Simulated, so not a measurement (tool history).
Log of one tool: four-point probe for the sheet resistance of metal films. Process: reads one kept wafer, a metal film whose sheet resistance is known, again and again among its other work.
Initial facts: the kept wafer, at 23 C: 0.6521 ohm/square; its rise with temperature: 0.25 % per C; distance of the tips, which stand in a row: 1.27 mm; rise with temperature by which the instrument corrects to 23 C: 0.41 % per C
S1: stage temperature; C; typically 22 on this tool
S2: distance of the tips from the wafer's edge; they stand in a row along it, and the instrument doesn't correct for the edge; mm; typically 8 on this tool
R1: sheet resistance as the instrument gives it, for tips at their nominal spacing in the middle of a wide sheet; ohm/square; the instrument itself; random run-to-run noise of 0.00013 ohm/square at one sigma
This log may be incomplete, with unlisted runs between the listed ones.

run,hour,S1,S2,R1
1,0.0,22,8,0.666213
2,21.2,22,8,0.666504
3,33.9,22,8,0.666468
4,49.1,22,8,0.666551
5,68.6,22,8,0.666451
6,84.0,22,8,0.666764
7,103.5,22,8,0.666625
8,114.5,22,8,0.666918
9,134.4,22,8,0.666838
10,145.1,22,8,0.666868
11,167.7,22,8,0.666934
12,184.4,22,8,0.667167
13,203.5,22,8,0.667208
14,227.5,22,8,0.667173
15,239.3,22,8,0.667166
16,256.0,22,8,0.667536
17,267.0,22,8,0.667505
18,280.8,22,8,0.667683
19,294.4,22,8,0.667488
20,306.6,22,8,0.667549
21,319.5,25,8,0.664392
22,337.0,25,8,0.664214
# hour 338.7: stage's thermometer calibrated
23,352.2,22,8,0.667582
24,375.0,18,8,0.671934
# hour 386.2: stage's thermometer calibrated, once more
25,396.3,18,8,0.672160
26,416.1,30,17,0.653387
27,430.3,30,17,0.652862
28,452.6,34,63,0.647727
29,470.3,34,63,0.647744
30,480.8,34,63,0.647639
31,492.0,29,38,0.652696
32,509.7,18,10,0.669653
33,522.6,34,44,0.647896
34,539.8,34,44,0.648193
35,561.3,29,8,0.661875
36,575.5,22,64,0.660026
37,594.5,22,64,0.659932
38,616.5,22,64,0.660179
39,635.1,34,12,0.652251
40,647.6,35,8,0.656024
41,670.1,21,16,0.663583
42,692.2,23,53,0.659466
43,712.4,32,71,0.650561
44,723.3,32,71,0.650674
45,740.4,32,71,0.650598
46,761.7,32,5,0.672436

3 options for the next run, each taken on its own from the tool as it stands now. Forecast them:
A,775.9,22,6,?
B,775.9,21,6,?
C,775.9,22,16,?

run,R1
A,0.676159
B,0.677133
C,0.662900
Stripped of hidden state, with their random variation kept, the same runs would have yielded:
run,R1
A,0.668404
B,0.669366
C,0.655285
